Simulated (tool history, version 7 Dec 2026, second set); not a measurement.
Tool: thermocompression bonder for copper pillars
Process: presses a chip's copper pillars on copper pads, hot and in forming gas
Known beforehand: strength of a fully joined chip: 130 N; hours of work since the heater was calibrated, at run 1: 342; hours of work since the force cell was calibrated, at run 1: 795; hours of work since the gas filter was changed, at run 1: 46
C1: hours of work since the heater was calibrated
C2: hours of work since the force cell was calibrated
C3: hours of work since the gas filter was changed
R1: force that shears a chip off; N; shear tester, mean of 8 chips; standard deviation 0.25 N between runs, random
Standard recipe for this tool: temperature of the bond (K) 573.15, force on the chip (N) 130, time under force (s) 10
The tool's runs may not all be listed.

run 1 hour=0.0 | temperature_of_the_bond_(K)=573.15 force_on_the_chip_(N)=130 time_under_force_(s)=10 | C1=342 C2=795 C3=46 | R1=71.1
run 2 hour=27.7 | temperature_of_the_bond_(K)=573.15 force_on_the_chip_(N)=130 time_under_force_(s)=11 | C1=363 C2=815 C3=66 | R1=73.4
run 3 hour=72.3 | temperature_of_the_bond_(K)=573.15 force_on_the_chip_(N)=130 time_under_force_(s)=11 | C1=395 C2=848 C3=99 | R1=74.1
run 4 hour=109.6 | temperature_of_the_bond_(K)=585.15 force_on_the_chip_(N)=130 time_under_force_(s)=10 | C1=422 C2=875 C3=126 | R1=81.4
run 5 hour=134.1 | temperature_of_the_bond_(K)=585.15 force_on_the_chip_(N)=130 time_under_force_(s)=10 | C1=440 C2=893 C3=144 | R1=81.9
run 6 hour=164.2 | temperature_of_the_bond_(K)=573.15 force_on_the_chip_(N)=90 time_under_force_(s)=23 | C1=462 C2=915 C3=166 | R1=67.4
run 7 hour=216.3 | temperature_of_the_bond_(K)=598.15 force_on_the_chip_(N)=115 time_under_force_(s)=18 | C1=500 C2=952 C3=204 | R1=98.9
-- hour=244.1 forming gas filter changed
run 8 hour=256.4 | temperature_of_the_bond_(K)=598.15 force_on_the_chip_(N)=115 time_under_force_(s)=18 | C1=529 C2=981 C3=9 | R1=98.1
run 9 hour=288.3 | temperature_of_the_bond_(K)=562.15 force_on_the_chip_(N)=130 time_under_force_(s)=6 | C1=552 C2=1005 C3=32 | R1=51.3
run 10 hour=319.0 | temperature_of_the_bond_(K)=573.15 force_on_the_chip_(N)=130 time_under_force_(s)=6 | C1=574 C2=1027 C3=55 | R1=60.2

Below are 4 alternative next runs, each starting from the tool's condition after run 10. Predict each:
run A hour=355.7 | temperature_of_the_bond_(K)=562.15 force_on_the_chip_(N)=175 time_under_force_(s)=25 | C1=601 C2=1054 C3=81 | R1=?
run B hour=355.7 | temperature_of_the_bond_(K)=555.15 force_on_the_chip_(N)=191 time_under_force_(s)=10 | C1=601 C2=1054 C3=81 | R1=?
run C hour=355.7 | temperature_of_the_bond_(K)=601.15 force_on_the_chip_(N)=89 time_under_force_(s)=21 | C1=601 C2=1054 C3=81 | R1=?
run D hour=355.7 | temperature_of_the_bond_(K)=573.15 force_on_the_chip_(N)=161 time_under_force_(s)=13 | C1=601 C2=1054 C3=81 | R1=?

run=A R1=102.1
run=B R1=80.1
run=C R1=88.3
run=D R1=91.6
With no hidden state in the tool, these same runs would have given:
run=A R1=102.0
run=B R1=80.0
run=C R1=88.2
run=D R1=91.5
